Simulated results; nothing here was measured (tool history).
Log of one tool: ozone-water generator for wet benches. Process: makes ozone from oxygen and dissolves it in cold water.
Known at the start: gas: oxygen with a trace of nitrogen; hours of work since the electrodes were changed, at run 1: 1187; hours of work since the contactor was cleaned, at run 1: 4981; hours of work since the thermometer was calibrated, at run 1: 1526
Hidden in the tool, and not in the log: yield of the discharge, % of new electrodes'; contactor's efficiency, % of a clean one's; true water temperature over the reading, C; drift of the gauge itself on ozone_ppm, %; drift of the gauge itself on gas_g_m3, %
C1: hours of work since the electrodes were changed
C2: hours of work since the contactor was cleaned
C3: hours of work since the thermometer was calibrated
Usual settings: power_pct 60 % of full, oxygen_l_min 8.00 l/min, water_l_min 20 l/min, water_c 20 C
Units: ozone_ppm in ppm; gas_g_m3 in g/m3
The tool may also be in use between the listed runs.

{"run": 1, "hour": 0.0, "power_pct": 60, "oxygen_l_min": 8.0, "water_l_min": 20, "water_c": 20, "C1": 1187, "C2": 4981, "C3": 1526, "ozone_ppm": 14.2, "gas_g_m3": 146.9}
{"run": 2, "hour": 41.0, "power_pct": 60, "oxygen_l_min": 8.77, "water_l_min": 20, "water_c": 20, "C1": 1221, "C2": 5014, "C3": 1559, "ozone_ppm": 14.1, "gas_g_m3": 138.6}
{"run": 3, "hour": 71.1, "power_pct": 60, "oxygen_l_min": 8.77, "water_l_min": 20, "water_c": 20, "C1": 1245, "C2": 5039, "C3": 1584, "ozone_ppm": 13.8, "gas_g_m3": 139.0}
{"run": 4, "hour": 101.0, "power_pct": 60, "oxygen_l_min": 8.0, "water_l_min": 20, "water_c": 20, "C1": 1269, "C2": 5063, "C3": 1608, "ozone_ppm": 14.1, "gas_g_m3": 143.8}
{"run": 5, "hour": 119.4, "power_pct": 60, "oxygen_l_min": 8.0, "water_l_min": 20, "water_c": 20, "C1": 1284, "C2": 5078, "C3": 1623, "ozone_ppm": 14.1, "gas_g_m3": 146.5}
{"run": 6, "hour": 140.6, "power_pct": 60, "oxygen_l_min": 8.0, "water_l_min": 20, "water_c": 20, "C1": 1301, "C2": 5095, "C3": 1640, "ozone_ppm": 14.1, "gas_g_m3": 146.5}
{"run": 7, "hour": 181.3, "power_pct": 60, "oxygen_l_min": 8.0, "water_l_min": 20, "water_c": 20, "C1": 1334, "C2": 5128, "C3": 1673, "ozone_ppm": 14.3, "gas_g_m3": 145.6}
{"run": 8, "hour": 209.3, "power_pct": 60, "oxygen_l_min": 8.0, "water_l_min": 20, "water_c": 20, "C1": 1357, "C2": 5150, "C3": 1695, "ozone_ppm": 14.1, "gas_g_m3": 145.6}
{"run": 9, "hour": 246.9, "power_pct": 60, "oxygen_l_min": 8.0, "water_l_min": 20, "water_c": 20, "C1": 1387, "C2": 5181, "C3": 1726, "ozone_ppm": 14.3, "gas_g_m3": 145.4}
{"run": 10, "hour": 269.5, "power_pct": 60, "oxygen_l_min": 8.0, "water_l_min": 20, "water_c": 20, "C1": 1405, "C2": 5199, "C3": 1744, "ozone_ppm": 14.1, "gas_g_m3": 146.9}
{"run": 11, "hour": 309.6, "power_pct": 60, "oxygen_l_min": 8.0, "water_l_min": 20, "water_c": 20, "C1": 1438, "C2": 5231, "C3": 1776, "ozone_ppm": 14.3, "gas_g_m3": 144.5}
{"run": 12, "hour": 345.8, "power_pct": 56, "oxygen_l_min": 9.39, "water_l_min": 27, "water_c": 22, "C1": 1467, "C2": 5261, "C3": 1806, "ozone_ppm": 9.8, "gas_g_m3": 126.1}
{"run": 13, "hour": 387.6, "power_pct": 56, "oxygen_l_min": 12.08, "water_l_min": 16, "water_c": 22, "C1": 1501, "C2": 5294, "C3": 1840, "ozone_ppm": 13.8, "gas_g_m3": 109.1}
{"hour": 391.2, "done": "water thermometer calibrated"}
{"run": 14, "hour": 419.8, "power_pct": 56, "oxygen_l_min": 12.08, "water_l_min": 16, "water_c": 22, "C1": 1527, "C2": 5320, "C3": 23, "ozone_ppm": 14.0, "gas_g_m3": 110.1}
{"run": 15, "hour": 442.5, "power_pct": 56, "oxygen_l_min": 12.08, "water_l_min": 16, "water_c": 17, "C1": 1545, "C2": 5338, "C3": 42, "ozone_ppm": 15.5, "gas_g_m3": 108.1}
{"run": 16, "hour": 479.1, "power_pct": 56, "oxygen_l_min": 12.08, "water_l_min": 16, "water_c": 17, "C1": 1575, "C2": 5368, "C3": 71, "ozone_ppm": 15.7, "gas_g_m3": 109.2}
{"run": 17, "hour": 518.1, "power_pct": 56, "oxygen_l_min": 12.08, "water_l_min": 16, "water_c": 17, "C1": 1606, "C2": 5400, "C3": 103, "ozone_ppm": 15.6, "gas_g_m3": 109.2}
{"run": 18, "hour": 539.7, "power_pct": 69, "oxygen_l_min": 11.07, "water_l_min": 12, "water_c": 20, "C1": 1624, "C2": 5417, "C3": 120, "ozone_ppm": 21.0, "gas_g_m3": 133.1}
{"run": 19, "hour": 577.5, "power_pct": 69, "oxygen_l_min": 11.07, "water_l_min": 12, "water_c": 20, "C1": 1654, "C2": 5448, "C3": 151, "ozone_ppm": 20.8, "gas_g_m3": 135.6}
{"run": 20, "hour": 599.3, "power_pct": 64, "oxygen_l_min": 4.5, "water_l_min": 20, "water_c": 20, "C1": 1672, "C2": 5465, "C3": 168, "ozone_ppm": 15.2, "gas_g_m3": 210.3}

Forecast each of these 5 alternatives for the next run:
{"run": "A", "hour": 625.4, "power_pct": 64, "oxygen_l_min": 9.98, "water_l_min": 20, "water_c": 20, "C1": 1693, "C2": 5486, "C3": 189, "ozone_ppm": "?", "gas_g_m3": "?"}
{"run": "B", "hour": 625.4, "power_pct": 57, "oxygen_l_min": 4.5, "water_l_min": 31, "water_c": 20, "C1": 1693, "C2": 5486, "C3": 189, "ozone_ppm": "?", "gas_g_m3": "?"}
{"run": "C", "hour": 625.4, "power_pct": 51, "oxygen_l_min": 4.5, "water_l_min": 14, "water_c": 20, "C1": 1693, "C2": 5486, "C3": 189, "ozone_ppm": "?", "gas_g_m3": "?"}
{"run": "D", "hour": 625.4, "power_pct": 92, "oxygen_l_min": 8.0, "water_l_min": 20, "water_c": 20, "C1": 1693, "C2": 5486, "C3": 189, "ozone_ppm": "?", "gas_g_m3": "?"}
{"run": "E", "hour": 625.4, "power_pct": 60, "oxygen_l_min": 6.45, "water_l_min": 20, "water_c": 14, "C1": 1693, "C2": 5486, "C3": 189, "ozone_ppm": "?", "gas_g_m3": "?"}

run=A ozone_ppm=14.2 gas_g_m3=134.9
run=B ozone_ppm=8.8 gas_g_m3=191.2
run=C ozone_ppm=18.0 gas_g_m3=175.4
run=D ozone_ppm=19.5 gas_g_m3=200.7
run=E ozone_ppm=15.6 gas_g_m3=163.2
Without the tool's hidden state the same runs would have given:
run=A ozone_ppm=14.9 gas_g_m3=138.3
run=B ozone_ppm=9.2 gas_g_m3=195.7
run=C ozone_ppm=18.7 gas_g_m3=179.1
run=D ozone_ppm=20.7 gas_g_m3=207.3
run=E ozone_ppm=16.4 gas_g_m3=167.2
